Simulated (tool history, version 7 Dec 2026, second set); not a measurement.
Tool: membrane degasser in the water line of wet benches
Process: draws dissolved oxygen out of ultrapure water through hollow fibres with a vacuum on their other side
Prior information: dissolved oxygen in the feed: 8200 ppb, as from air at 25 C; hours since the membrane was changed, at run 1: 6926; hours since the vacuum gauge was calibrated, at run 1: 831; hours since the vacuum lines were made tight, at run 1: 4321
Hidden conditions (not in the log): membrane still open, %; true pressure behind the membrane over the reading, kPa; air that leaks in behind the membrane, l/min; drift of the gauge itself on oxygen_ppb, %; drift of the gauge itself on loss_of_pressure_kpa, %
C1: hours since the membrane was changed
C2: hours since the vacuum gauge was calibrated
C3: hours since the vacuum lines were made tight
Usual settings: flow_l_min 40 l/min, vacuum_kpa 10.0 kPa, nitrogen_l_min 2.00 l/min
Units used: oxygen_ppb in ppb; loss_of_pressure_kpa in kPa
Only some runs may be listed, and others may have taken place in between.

{"run": 1, "hour": 0.0, "flow_l_min": 40, "vacuum_kpa": 10.0, "nitrogen_l_min": 2.0, "C1": 6926, "C2": 831, "C3": 4321, "oxygen_ppb": 304.9, "loss_of_pressure_kpa": 54.81}
{"run": 2, "hour": 198.8, "flow_l_min": 40, "vacuum_kpa": 10.0, "nitrogen_l_min": 2.0, "C1": 7125, "C2": 1029, "C3": 4519, "oxygen_ppb": 305.0, "loss_of_pressure_kpa": 55.05}
{"run": 3, "hour": 363.5, "flow_l_min": 28, "vacuum_kpa": 10.0, "nitrogen_l_min": 2.0, "C1": 7289, "C2": 1194, "C3": 4684, "oxygen_ppb": 218.7, "loss_of_pressure_kpa": 38.76}
{"run": 4, "hour": 584.3, "flow_l_min": 40, "vacuum_kpa": 10.0, "nitrogen_l_min": 2.0, "C1": 7510, "C2": 1415, "C3": 4905, "oxygen_ppb": 302.6, "loss_of_pressure_kpa": 56.04}
{"run": 5, "hour": 820.5, "flow_l_min": 40, "vacuum_kpa": 10.0, "nitrogen_l_min": 2.0, "C1": 7746, "C2": 1651, "C3": 5141, "oxygen_ppb": 302.7, "loss_of_pressure_kpa": 56.18}
{"run": 6, "hour": 982.8, "flow_l_min": 40, "vacuum_kpa": 10.0, "nitrogen_l_min": 2.0, "C1": 7909, "C2": 1813, "C3": 5303, "oxygen_ppb": 303.5, "loss_of_pressure_kpa": 55.81}
{"hour": 1066.2, "done": "seals of the vacuum lines changed"}
{"run": 7, "hour": 1115.2, "flow_l_min": 40, "vacuum_kpa": 10.0, "nitrogen_l_min": 2.0, "C1": 8039, "C2": 1944, "C3": 49, "oxygen_ppb": 298.6, "loss_of_pressure_kpa": 56.41}
{"run": 8, "hour": 1262.9, "flow_l_min": 40, "vacuum_kpa": 10.0, "nitrogen_l_min": 2.0, "C1": 8187, "C2": 2091, "C3": 197, "oxygen_ppb": 305.8, "loss_of_pressure_kpa": 56.4}
{"hour": 1381.8, "done": "membrane cartridge changed"}
{"run": 9, "hour": 1428.6, "flow_l_min": 40, "vacuum_kpa": 10.0, "nitrogen_l_min": 2.0, "C1": 47, "C2": 2253, "C3": 358, "oxygen_ppb": 299.8, "loss_of_pressure_kpa": 48.52}
{"run": 10, "hour": 1663.7, "flow_l_min": 40, "vacuum_kpa": 10.0, "nitrogen_l_min": 2.0, "C1": 282, "C2": 2488, "C3": 593, "oxygen_ppb": 301.7, "loss_of_pressure_kpa": 48.74}
{"run": 11, "hour": 1766.4, "flow_l_min": 40, "vacuum_kpa": 10.0, "nitrogen_l_min": 2.0, "C1": 385, "C2": 2591, "C3": 696, "oxygen_ppb": 301.8, "loss_of_pressure_kpa": 48.61}
{"run": 12, "hour": 1961.7, "flow_l_min": 47, "vacuum_kpa": 10.0, "nitrogen_l_min": 2.0, "C1": 580, "C2": 2786, "C3": 892, "oxygen_ppb": 350.3, "loss_of_pressure_kpa": 57.3}
{"run": 13, "hour": 2092.7, "flow_l_min": 47, "vacuum_kpa": 10.0, "nitrogen_l_min": 2.0, "C1": 711, "C2": 2917, "C3": 1023, "oxygen_ppb": 345.8, "loss_of_pressure_kpa": 57.07}
{"run": 14, "hour": 2203.3, "flow_l_min": 47, "vacuum_kpa": 10.0, "nitrogen_l_min": 2.0, "C1": 821, "C2": 3028, "C3": 1133, "oxygen_ppb": 355.0, "loss_of_pressure_kpa": 57.27}
{"run": 15, "hour": 2372.9, "flow_l_min": 47, "vacuum_kpa": 7.2, "nitrogen_l_min": 2.49, "C1": 991, "C2": 3197, "C3": 1303, "oxygen_ppb": 179.2, "loss_of_pressure_kpa": 57.45}
{"run": 16, "hour": 2486.6, "flow_l_min": 40, "vacuum_kpa": 14.1, "nitrogen_l_min": 2.0, "C1": 1105, "C2": 3311, "C3": 1416, "oxygen_ppb": 478.2, "loss_of_pressure_kpa": 49.39}
{"run": 17, "hour": 2643.8, "flow_l_min": 40, "vacuum_kpa": 14.1, "nitrogen_l_min": 2.0, "C1": 1262, "C2": 3468, "C3": 1574, "oxygen_ppb": 476.3, "loss_of_pressure_kpa": 49.19}
{"run": 18, "hour": 2770.5, "flow_l_min": 40, "vacuum_kpa": 14.1, "nitrogen_l_min": 2.0, "C1": 1389, "C2": 3595, "C3": 1700, "oxygen_ppb": 474.4, "loss_of_pressure_kpa": 49.3}
{"run": 19, "hour": 2993.7, "flow_l_min": 40, "vacuum_kpa": 14.1, "nitrogen_l_min": 2.0, "C1": 1612, "C2": 3818, "C3": 1923, "oxygen_ppb": 470.1, "loss_of_pressure_kpa": 49.52}
{"run": 20, "hour": 3228.5, "flow_l_min": 26, "vacuum_kpa": 6.3, "nitrogen_l_min": 1.54, "C1": 1847, "C2": 4053, "C3": 2158, "oxygen_ppb": 129.9, "loss_of_pressure_kpa": 32.38}
{"run": 21, "hour": 3468.1, "flow_l_min": 32, "vacuum_kpa": 10.9, "nitrogen_l_min": 0.89, "C1": 2086, "C2": 4293, "C3": 2398, "oxygen_ppb": 562.2, "loss_of_pressure_kpa": 39.85}
{"run": 22, "hour": 3571.6, "flow_l_min": 33, "vacuum_kpa": 11.2, "nitrogen_l_min": 2.01, "C1": 2190, "C2": 4396, "C3": 2501, "oxygen_ppb": 304.9, "loss_of_pressure_kpa": 41.62}
{"run": 23, "hour": 3771.1, "flow_l_min": 33, "vacuum_kpa": 9.1, "nitrogen_l_min": 3.98, "C1": 2389, "C2": 4596, "C3": 2701, "oxygen_ppb": 120.2, "loss_of_pressure_kpa": 41.41}
{"run": 24, "hour": 3941.0, "flow_l_min": 26, "vacuum_kpa": 12.6, "nitrogen_l_min": 2.0, "C1": 2559, "C2": 4766, "C3": 2871, "oxygen_ppb": 291.1, "loss_of_pressure_kpa": 32.92}
{"run": 25, "hour": 4049.9, "flow_l_min": 57, "vacuum_kpa": 12.6, "nitrogen_l_min": 2.0, "C1": 2668, "C2": 4874, "C3": 2980, "oxygen_ppb": 560.7, "loss_of_pressure_kpa": 71.95}
{"run": 26, "hour": 4189.9, "flow_l_min": 57, "vacuum_kpa": 12.6, "nitrogen_l_min": 2.0, "C1": 2808, "C2": 5014, "C3": 3120, "oxygen_ppb": 564.5, "loss_of_pressure_kpa": 72.03}
{"run": 27, "hour": 4395.7, "flow_l_min": 57, "vacuum_kpa": 12.6, "nitrogen_l_min": 2.0, "C1": 3014, "C2": 5220, "C3": 3326, "oxygen_ppb": 558.6, "loss_of_pressure_kpa": 71.9}
{"run": 28, "hour": 4624.5, "flow_l_min": 40, "vacuum_kpa": 14.8, "nitrogen_l_min": 2.41, "C1": 3243, "C2": 5449, "C3": 3554, "oxygen_ppb": 426.4, "loss_of_pressure_kpa": 51.16}

3 ways to go on from here, each from the tool as it stands after run 28. What would each give?
{"run": "A", "hour": 4745.9, "flow_l_min": 24, "vacuum_kpa": 19.9, "nitrogen_l_min": 2.0, "C1": 3364, "C2": 5570, "C3": 3676, "oxygen_ppb": "?", "loss_of_pressure_kpa": "?"}
{"run": "B", "hour": 4745.9, "flow_l_min": 56, "vacuum_kpa": 14.8, "nitrogen_l_min": 2.41, "C1": 3364, "C2": 5570, "C3": 3676, "oxygen_ppb": "?", "loss_of_pressure_kpa": "?"}
{"run": "C", "hour": 4745.9, "flow_l_min": 40, "vacuum_kpa": 19.7, "nitrogen_l_min": 2.41, "C1": 3364, "C2": 5570, "C3": 3676, "oxygen_ppb": "?", "loss_of_pressure_kpa": "?"}

run=A oxygen_ppb=461.9 loss_of_pressure_kpa=30.32
run=B oxygen_ppb=575.6 loss_of_pressure_kpa=71.22
run=C oxygen_ppb=610.3 loss_of_pressure_kpa=51.13
With no hidden state in the tool, these same runs would have given:
run=A oxygen_ppb=444.5 loss_of_pressure_kpa=28.78
run=B oxygen_ppb=557.0 loss_of_pressure_kpa=67.60
run=C oxygen_ppb=592.8 loss_of_pressure_kpa=48.54
